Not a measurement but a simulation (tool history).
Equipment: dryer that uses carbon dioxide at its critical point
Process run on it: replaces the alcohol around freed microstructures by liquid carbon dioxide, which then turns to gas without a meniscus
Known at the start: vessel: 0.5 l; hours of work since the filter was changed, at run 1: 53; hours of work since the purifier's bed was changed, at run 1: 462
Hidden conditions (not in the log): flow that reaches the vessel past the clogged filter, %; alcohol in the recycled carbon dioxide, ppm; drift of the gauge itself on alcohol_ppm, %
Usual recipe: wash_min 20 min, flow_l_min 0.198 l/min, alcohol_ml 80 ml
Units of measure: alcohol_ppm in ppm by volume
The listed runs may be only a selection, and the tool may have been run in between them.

run   hour  wash_min  flow_l_min  alcohol_ml  hours of work since the filter was changed  hours of work since the purifier's bed was changed  alcohol_ppm
  1    0.0        20       0.198          80                                          53                                                 462          202
  2   24.6        20       0.198          80                                          60                                                 469          218
  3   62.5        20       0.198          80                                          72                                                 481          227
  4   96.7        20       0.198          80                                          82                                                 492          241
  5  126.1        20       0.198          80                                          91                                                 500          245
  6  165.2        20       0.198          80                                         103                                                 512          270
  7  188.2        20       0.198          80                                         110                                                 519          293
  8  230.4        28       0.299          55                                         123                                                 532           78
  9  277.9        27       0.198          71                                         138                                                 547          109
 10  312.8        17       0.214          37                                         148                                                 558          294
     354.3  -- inlet filter changed
 11  356.7        24       0.179          50                                           1                                                 571          113
 12  391.6        30       0.165          80                                          11                                                 581           96
 13  421.2        31       0.303          29                                          20                                                 590           88
 14  457.2        19       0.198          80                                          31                                                 601          257

Forecast each of these 5 alternatives for the next run:
  A  499.9        13       0.198          80                                          45                                                 614            ?
  B  499.9        12       0.330          80                                          45                                                 614            ?
  C  499.9        16       0.193          32                                          45                                                 614            ?
  D  499.9        22       0.143          92                                          45                                                 614            ?
  E  499.9        30       0.244          76                                          45                                                 614            ?

run  alcohol_ppm
  A         1607
  B          231
  C          327
  D          698
  E           92
Without the tool's hidden state the same runs would have given:
run  alcohol_ppm
  A         1229
  B          103
  C          186
  D          472
  E            5
